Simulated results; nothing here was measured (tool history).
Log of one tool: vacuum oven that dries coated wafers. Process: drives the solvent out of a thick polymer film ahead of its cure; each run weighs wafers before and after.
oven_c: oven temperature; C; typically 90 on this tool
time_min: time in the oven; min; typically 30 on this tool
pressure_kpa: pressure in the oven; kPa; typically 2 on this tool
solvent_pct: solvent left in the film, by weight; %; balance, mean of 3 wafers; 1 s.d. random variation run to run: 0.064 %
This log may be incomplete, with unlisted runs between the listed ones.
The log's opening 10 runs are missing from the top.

| run | hour | oven_c | time_min | pressure_kpa | solvent_pct |
|---|---|---|---|---|---|
| 11 | 171.7 | 90 | 22 | 2 | 5.77 |
| 12 | 190.1 | 90 | 28 | 2 | 4.8 |
| 13 | 210.1 | 90 | 30 | 2 | 4.54 |
| 14 | 224.3 | 90 | 30 | 2 | 4.45 |
| 15 | 246.1 | 90 | 30 | 4.12 | 7.41 |
| 16 | 261.6 | 90 | 30 | 2 | 4.48 |
| 17 | 278.7 | 90 | 30 | 2 | 4.55 |
| 18 | 295.4 | 90 | 30 | 2 | 4.62 |
| 19 | 318.5 | 90 | 30 | 2 | 4.52 |
| 20 | 336.1 | 97 | 30 | 2 | 2.9 |
| 21 | 351 | 101 | 28 | 1.03 | 1.31 |
| 22 | 371.8 | 99 | 48 | 3.64 | 3.96 |
| 23 | 384.9 | 105 | 26 | 1.35 | 1.31 |
| 24 | 394.8 | 77 | 17 | 7.23 | 18.85 |

The next listed run, before its measurement:
| 25 | 417.2 | 77 | 17 | 7.23 | ? |

Run 25 yielded solvent_pct 19.33 %.
Without the tool's hidden state the same run would have given solvent_pct 18.62 %.
